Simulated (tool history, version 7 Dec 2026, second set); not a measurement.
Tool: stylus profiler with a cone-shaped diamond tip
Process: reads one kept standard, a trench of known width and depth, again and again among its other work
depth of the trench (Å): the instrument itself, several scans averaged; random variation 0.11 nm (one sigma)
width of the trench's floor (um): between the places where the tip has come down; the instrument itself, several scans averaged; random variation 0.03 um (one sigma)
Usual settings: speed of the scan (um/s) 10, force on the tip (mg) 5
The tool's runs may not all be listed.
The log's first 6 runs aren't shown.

run,hour,speed of the scan (um/s),force on the tip (mg),depth of the trench (Å),width of the trench's floor (um)
7,79.3,10,5,5103.9,46.72
8,96.5,10,5,5104.8,46.72
9,115.8,10,5,5103.5,46.66
10,130,10,1.84,5050.3,46.6
11,139.6,10,5,5104.7,46.67
12,150.6,18,5,5104.1,46.67
13,163.8,10,5,5103.5,46.67
14,180.3,3,5,5105.8,46.61
15,191.4,3,5,5104.8,46.73
16,209,3,5,5104,46.68
17,221.3,3,5,5103.9,46.66
18,238.8,3,5,5100.9,46.65
19,249.6,3,5,5101.5,46.65
20,263,3,5,5103.8,46.65
21,282.3,3,5,5104,46.68
22,293.1,3,5,5102.7,46.63
23,308.2,29,3.61,5082.3,46.49
24,322.5,20,6.24,5120.3,46.6
25,333.3,20,6.24,5118.8,46.57

Run 26 comes next. What will it give?
26,350.5,6,5,?,?

Run 26 gave depth of the trench (Å) 5103.8, width of the trench's floor (um) 46.58.
Without the tool's hidden state the same run would have given depth of the trench (Å) 5107.5, width of the trench's floor (um) 46.98.
